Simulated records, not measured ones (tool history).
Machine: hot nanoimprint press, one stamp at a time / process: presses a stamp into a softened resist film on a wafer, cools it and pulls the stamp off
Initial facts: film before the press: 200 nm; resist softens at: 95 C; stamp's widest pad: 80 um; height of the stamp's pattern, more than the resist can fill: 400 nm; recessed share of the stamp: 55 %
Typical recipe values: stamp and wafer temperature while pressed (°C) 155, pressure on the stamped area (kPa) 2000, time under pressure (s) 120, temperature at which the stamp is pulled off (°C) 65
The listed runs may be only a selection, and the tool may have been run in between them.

run,hour,stamp and wafer temperature while pressed (°C),pressure on the stamped area (kPa),time under pressure (s),temperature at which the stamp is pulled off (°C),resist left under the stamp's widest pad (nm),greatest force while the stamp is pulled off (N)
1,0.0,155,2000,120,65,71.7,126
2,21.1,160,2000,120,65,58.5,114
3,37.7,166,2000,120,65,45.9,124
4,51.5,166,2000,120,65,46.0,126
5,76.9,155,2860,120,65,60.1,126
6,91.4,155,2860,120,65,59.6,128
7,103.6,154,2860,120,65,62.0,132
8,117.3,165,2000,120,65,47.1,131
9,144.3,165,2000,120,65,47.5,131
10,161.0,165,2000,196,65,38.8,130
11,182.9,165,2000,196,65,38.5,137
12,198.2,165,2000,196,65,38.0,139
13,219.6,165,2000,196,65,38.1,139
14,243.0,159,2000,137,65,56.4,136
15,256.5,159,2000,137,65,57.0,143
16,284.6,143,2020,120,65,114.7,147
17,307.8,143,2020,120,65,115.2,148

Expected results for the next run?
18,328.6,155,2000,120,55,?,?

{"run 18": {"resist left under the stamp's widest pad (nm)": 70.1, "greatest force while the stamp is pulled off (N)": 164}}
Were there no unlogged condition in the tool, this run, its random variation unchanged, would have produced resist left under the stamp's widest pad (nm) 72.9, greatest force while the stamp is pulled off (N) 110.
